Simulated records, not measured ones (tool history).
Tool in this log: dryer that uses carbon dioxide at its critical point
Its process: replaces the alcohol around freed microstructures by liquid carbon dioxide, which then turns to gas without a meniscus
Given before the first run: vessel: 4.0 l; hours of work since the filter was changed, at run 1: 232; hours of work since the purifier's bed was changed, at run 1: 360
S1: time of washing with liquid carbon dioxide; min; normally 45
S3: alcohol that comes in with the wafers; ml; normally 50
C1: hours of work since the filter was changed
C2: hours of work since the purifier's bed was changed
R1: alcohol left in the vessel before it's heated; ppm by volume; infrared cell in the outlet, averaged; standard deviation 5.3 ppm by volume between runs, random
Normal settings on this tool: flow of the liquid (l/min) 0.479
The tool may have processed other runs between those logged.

Run 1, hour 0: usual settings; C1 232; C2 360. Result: R1 200 ppm by volume.
Run 2, hour 30.7: usual settings; C1 244; C2 371. Result: R1 205 ppm by volume.
At hour 34.5: inlet filter changed.
Run 3, hour 58.5: usual settings; C1 9; C2 382. Result: R1 166 ppm by volume.
Run 4, hour 95.3: usual settings; C1 23; C2 396. Result: R1 167 ppm by volume.
Run 5, hour 158.4: usual settings; C1 47; C2 420. Result: R1 170 ppm by volume.
Run 6, hour 203.6: usual settings but S1 31 min; C1 65; C2 437. Result: R1 579 ppm by volume.
Run 7, hour 230.6: usual settings but S1 31 min; C1 75; C2 447. Result: R1 604 ppm by volume.
Run 8, hour 269.9: usual settings but S1 31 min; C1 90; C2 462. Result: R1 586 ppm by volume.
Run 9, hour 323: usual settings but S1 31 min; C1 110; C2 483. Result: R1 593 ppm by volume.
Run 10, hour 368.9: usual settings but S1 31 min; C1 128; C2 500. Result: R1 620 ppm by volume.
Run 11, hour 413.9: usual settings but S3 47 ml; C1 145; C2 517. Result: R1 198 ppm by volume.
Run 12, hour 469.2: usual settings; C1 166; C2 538. Result: R1 191 ppm by volume.
Run 13, hour 508: usual settings; C1 181; C2 553. Result: R1 200 ppm by volume.
Run 14, hour 555.6: usual settings but flow of the liquid (l/min) 0.56; C1 199; C2 571. Result: R1 141 ppm by volume.
At hour 573.3: purifier's bed changed.
Run 15, hour 591.2: usual settings but S1 56 min; C1 211; C2 7. Result: R1 55 ppm by volume.
Run 16, hour 618.5: usual settings but S1 46 min, flow of the liquid (l/min) 0.291, S3 32 ml; C1 222; C2 17. Result: R1 567 ppm by volume.
Run 17, hour 661.2: usual settings but S1 39 min, flow of the liquid (l/min) 0.693, S3 22 ml; C1 238; C2 34. Result: R1 26 ppm by volume.
At hour 681.5: inlet filter changed.
Run 18, hour 712.3: usual settings but S1 60 min, flow of the liquid (l/min) 0.431; C1 12; C2 53. Result: R1 59 ppm by volume.
Run 19, hour 739.9: usual settings but S1 61 min, flow of the liquid (l/min) 0.617, S3 52 ml; C1 22; C2 63. Result: R1 8 ppm by volume.
Run 20, hour 785.4: usual settings but S1 61 min, flow of the liquid (l/min) 0.617, S3 52 ml; C1 40; C2 81. Result: R1 17 ppm by volume.
Run 21, hour 813.1: usual settings but S1 61 min, flow of the liquid (l/min) 0.617, S3 52 ml; C1 50; C2 91. Result: R1 16 ppm by volume.
Run 22, hour 860.6: usual settings but S1 32 min, flow of the liquid (l/min) 0.39, S3 24 ml; C1 68; C2 109. Result: R1 446 ppm by volume.
Run 23, hour 892.7: usual settings but S1 44 min, flow of the liquid (l/min) 0.39, S3 60 ml; C1 81; C2 122. Result: R1 435 ppm by volume.
Run 24, hour 945.8: usual settings but S1 44 min, flow of the liquid (l/min) 0.39, S3 60 ml; C1 101; C2 142. Result: R1 444 ppm by volume.
Run 25, hour 1000.1: usual settings but S1 65 min, flow of the liquid (l/min) 0.525, S3 60 ml; C1 122; C2 163. Result: R1 27 ppm by volume.
Run 26, hour 1030.8: usual settings but S1 64 min, flow of the liquid (l/min) 0.495, S3 27 ml; C1 133; C2 174. Result: R1 36 ppm by volume.
Run 27, hour 1075.8: usual settings but S1 40 min, S3 109 ml; C1 151; C2 191. Result: R1 518 ppm by volume.
Run 28, hour 1128.7: usual settings but S1 40 min, S3 109 ml; C1 171; C2 212. Result: R1 551 ppm by volume.
Run 29, hour 1173.7: usual settings but S1 40 min, flow of the liquid (l/min) 0.401, S3 22 ml; C1 188; C2 229. Result: R1 230 ppm by volume.

What if the next run were any one of these 5? Each begins from the tool's condition after run 29:
Run A, hour 1204.9: usual settings but S1 44 min, flow of the liquid (l/min) 0.416, S3 58 ml; C1 200; C2 241. Result: R1 ?.
Run B, hour 1204.9: usual settings but S1 48 min, flow of the liquid (l/min) 0.401, S3 48 ml; C1 200; C2 241. Result: R1 ?.
Run C, hour 1204.9: usual settings but S1 52 min, flow of the liquid (l/min) 0.561, S3 22 ml; C1 200; C2 241. Result: R1 ?.
Run D, hour 1204.9: usual settings but flow of the liquid (l/min) 0.702, S3 81 ml; C1 200; C2 241. Result: R1 ?.
Run E, hour 1204.9: usual settings but S1 39 min, S3 69 ml; C1 200; C2 241. Result: R1 ?.

run   R1
  A  382
  B  268
  C   47
  D   51
  E  407
The same runs, with their run-to-run variation unchanged, on a tool lacking any hidden condition would have given:
run   R1
  A  295
  B  199
  C   18
  D   20
  E  313
